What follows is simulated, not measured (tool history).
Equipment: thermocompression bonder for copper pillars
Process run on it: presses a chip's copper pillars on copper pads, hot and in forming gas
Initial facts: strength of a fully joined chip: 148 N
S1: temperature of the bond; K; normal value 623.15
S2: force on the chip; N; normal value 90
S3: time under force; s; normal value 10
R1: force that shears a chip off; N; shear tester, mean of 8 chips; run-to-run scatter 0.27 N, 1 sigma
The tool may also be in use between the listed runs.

run   hour      S1   S2  S3    R1
  1    0.0  623.15   90  10  73.8
  2   10.9  623.15   90   6  61.0
  3   22.9  623.15   90  10  73.7
  4   29.8  623.15   90  10  73.9
  5   40.4  611.15   90  10  63.9
  6   54.3  623.15   90  10  74.1
  7   60.1  623.15   90  10  73.7
  8   72.9  623.15   90  10  73.4
  9   83.4  623.15   90  10  73.9
 10   92.6  623.15   90  10  74.0
 11  106.4  623.15   90  10  73.6
 12  118.4  623.15   90  10  73.6
 13  128.8  611.15   75   6  45.3
 14  138.3  611.15   75   6  46.0
 15  149.6  611.15   75   6  46.0
 16  161.5  611.15   75   6  45.8
 17  173.0  641.15  128   6  93.7
 18  186.1  641.15  128   6  93.2
 19  197.1  631.15   90  10  80.1
 20  209.9  631.15   90  10  80.0
 21  218.2  595.15   83  10  49.2

Here are 3 independent what-if runs from the current tool condition. What would each one return?
  A  228.0  623.15   90  19   ?
  B  228.0  608.15   94  19   ?
  C  228.0  622.15  132  10   ?

run    R1
  A  90.2
  B  79.9
  C  93.3
The same runs, with their run-to-run variation unchanged, on a tool lacking any hidden condition would have given:
run    R1
  A  90.2
  B  79.8
  C  93.3
